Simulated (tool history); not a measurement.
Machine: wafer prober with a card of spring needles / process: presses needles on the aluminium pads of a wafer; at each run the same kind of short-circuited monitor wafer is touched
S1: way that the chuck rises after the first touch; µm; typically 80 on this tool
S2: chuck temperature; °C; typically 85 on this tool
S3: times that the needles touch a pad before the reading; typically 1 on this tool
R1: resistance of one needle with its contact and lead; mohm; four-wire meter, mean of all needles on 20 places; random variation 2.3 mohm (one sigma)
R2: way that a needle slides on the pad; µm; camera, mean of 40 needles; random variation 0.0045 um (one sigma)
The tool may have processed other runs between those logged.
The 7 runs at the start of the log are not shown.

run,hour,S1,S2,S3,R1,R2
8,51.2,75,85,1,362,10.173
9,57.8,75,85,1,364,10.184
10,66.3,80,85,1,366,10.864
11,71.9,80,85,2,323,10.860
# hour 73.3: tips cleaned on abrasive film
12,77.9,80,49,2,271,10.847
13,83.4,80,49,2,276,10.843
14,92.8,80,49,2,295,10.850
15,100.4,80,33,1,335,10.856
16,108.8,80,33,1,342,10.852
17,117.5,80,33,1,353,10.838
18,127.0,81,37,2,318,10.977
# hour 128.0: tips cleaned on abrasive film
19,134.5,99,37,1,277,13.417
20,143.9,99,37,1,290,13.431
21,150.4,90,85,3,278,12.189
22,154.4,80,28,1,326,10.838
23,163.8,93,26,1,323,12.601
24,172.4,79,31,2,313,10.705

The next listed run, before its measurement:
25,176.8,61,30,1,?,?

{"run 25": {"R1": 422, "R2": 8.259}}
If the tool had no hidden condition, the same run with the same run-to-run variation would have returned R1 250 mohm, R2 8.292 µm.

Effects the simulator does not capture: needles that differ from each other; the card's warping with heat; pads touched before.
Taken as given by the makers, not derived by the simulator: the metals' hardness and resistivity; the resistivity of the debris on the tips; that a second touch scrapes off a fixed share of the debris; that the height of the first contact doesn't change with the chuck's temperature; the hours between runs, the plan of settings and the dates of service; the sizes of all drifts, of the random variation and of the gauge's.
